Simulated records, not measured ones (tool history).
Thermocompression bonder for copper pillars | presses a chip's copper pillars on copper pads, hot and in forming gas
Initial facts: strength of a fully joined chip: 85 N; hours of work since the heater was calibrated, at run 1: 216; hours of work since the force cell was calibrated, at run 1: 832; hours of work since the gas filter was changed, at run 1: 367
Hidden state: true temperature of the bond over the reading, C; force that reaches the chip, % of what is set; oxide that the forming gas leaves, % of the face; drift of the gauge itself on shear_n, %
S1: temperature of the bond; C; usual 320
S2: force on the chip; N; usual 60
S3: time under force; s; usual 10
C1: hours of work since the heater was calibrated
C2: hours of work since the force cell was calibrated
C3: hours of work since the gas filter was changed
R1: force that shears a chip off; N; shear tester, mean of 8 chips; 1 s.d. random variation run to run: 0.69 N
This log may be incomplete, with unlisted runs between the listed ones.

{"run": 1, "hour": 0.0, "S1": 320, "S2": 60, "S3": 10, "C1": 216, "C2": 832, "C3": 367, "R1": 43.9}
{"run": 2, "hour": 46.3, "S1": 320, "S2": 60, "S3": 10, "C1": 242, "C2": 859, "C3": 393, "R1": 44.6}
{"hour": 95.9, "done": "force cell calibrated"}
{"run": 3, "hour": 97.0, "S1": 320, "S2": 60, "S3": 10, "C1": 270, "C2": 1, "C3": 421, "R1": 42.6}
{"hour": 127.3, "done": "forming gas filter changed"}
{"run": 4, "hour": 142.1, "S1": 320, "S2": 60, "S3": 10, "C1": 295, "C2": 26, "C3": 8, "R1": 47.5}
{"run": 5, "hour": 174.8, "S1": 320, "S2": 60, "S3": 10, "C1": 314, "C2": 45, "C3": 27, "R1": 47.0}
{"run": 6, "hour": 198.7, "S1": 345, "S2": 60, "S3": 10, "C1": 327, "C2": 58, "C3": 40, "R1": 57.1}
{"run": 7, "hour": 222.7, "S1": 345, "S2": 60, "S3": 10, "C1": 341, "C2": 72, "C3": 54, "R1": 57.8}
{"run": 8, "hour": 255.7, "S1": 320, "S2": 60, "S3": 10, "C1": 360, "C2": 90, "C3": 73, "R1": 45.6}
{"run": 9, "hour": 284.5, "S1": 320, "S2": 60, "S3": 10, "C1": 376, "C2": 107, "C3": 89, "R1": 46.3}
{"run": 10, "hour": 306.1, "S1": 320, "S2": 60, "S3": 10, "C1": 388, "C2": 119, "C3": 101, "R1": 45.2}
{"run": 11, "hour": 331.8, "S1": 320, "S2": 60, "S3": 10, "C1": 403, "C2": 134, "C3": 116, "R1": 44.8}
{"run": 12, "hour": 358.0, "S1": 320, "S2": 60, "S3": 6, "C1": 418, "C2": 148, "C3": 131, "R1": 36.6}
{"run": 13, "hour": 404.9, "S1": 320, "S2": 45, "S3": 6, "C1": 444, "C2": 175, "C3": 158, "R1": 28.1}
{"run": 14, "hour": 425.7, "S1": 320, "S2": 45, "S3": 6, "C1": 456, "C2": 187, "C3": 169, "R1": 27.0}
{"run": 15, "hour": 469.3, "S1": 320, "S2": 45, "S3": 6, "C1": 481, "C2": 212, "C3": 194, "R1": 25.9}
{"run": 16, "hour": 502.6, "S1": 320, "S2": 60, "S3": 18, "C1": 500, "C2": 231, "C3": 213, "R1": 52.4}
{"run": 17, "hour": 549.1, "S1": 320, "S2": 46, "S3": 16, "C1": 526, "C2": 257, "C3": 239, "R1": 38.8}
{"run": 18, "hour": 589.2, "S1": 331, "S2": 44, "S3": 16, "C1": 549, "C2": 280, "C3": 262, "R1": 41.3}
{"run": 19, "hour": 612.9, "S1": 331, "S2": 44, "S3": 16, "C1": 562, "C2": 293, "C3": 276, "R1": 41.2}
{"run": 20, "hour": 659.8, "S1": 298, "S2": 89, "S3": 5, "C1": 589, "C2": 320, "C3": 302, "R1": 39.1}
{"run": 21, "hour": 695.7, "S1": 335, "S2": 57, "S3": 5, "C1": 609, "C2": 340, "C3": 323, "R1": 36.1}
{"run": 22, "hour": 736.5, "S1": 311, "S2": 37, "S3": 10, "C1": 633, "C2": 363, "C3": 346, "R1": 22.5}
{"run": 23, "hour": 757.3, "S1": 349, "S2": 41, "S3": 17, "C1": 644, "C2": 375, "C3": 358, "R1": 46.8}
{"run": 24, "hour": 801.1, "S1": 349, "S2": 41, "S3": 17, "C1": 669, "C2": 400, "C3": 382, "R1": 45.1}
{"run": 25, "hour": 841.2, "S1": 349, "S2": 41, "S3": 17, "C1": 692, "C2": 423, "C3": 405, "R1": 44.6}
{"run": 26, "hour": 871.1, "S1": 311, "S2": 60, "S3": 9, "C1": 709, "C2": 440, "C3": 422, "R1": 35.6}
{"hour": 898.2, "done": "forming gas filter changed"}
{"run": 27, "hour": 903.8, "S1": 295, "S2": 60, "S3": 6, "C1": 727, "C2": 458, "C3": 3, "R1": 27.9}
{"run": 28, "hour": 945.7, "S1": 347, "S2": 60, "S3": 20, "C1": 751, "C2": 482, "C3": 27, "R1": 67.1}

3 options for the next run, each taken on its own from the tool as it stands now. Forecast them:
{"run": "A", "hour": 969.4, "S1": 322, "S2": 65, "S3": 29, "C1": 765, "C2": 495, "C3": 40, "R1": "?"}
{"run": "B", "hour": 969.4, "S1": 347, "S2": 60, "S3": 28, "C1": 765, "C2": 495, "C3": 40, "R1": "?"}
{"run": "C", "hour": 969.4, "S1": 338, "S2": 56, "S3": 5, "C1": 765, "C2": 495, "C3": 40, "R1": "?"}

run=A R1=66.6
run=B R1=71.5
run=C R1=38.7
Had the tool no hidden state, the same runs would have come out as:
run=A R1=68.7
run=B R1=73.2
run=C R1=40.4
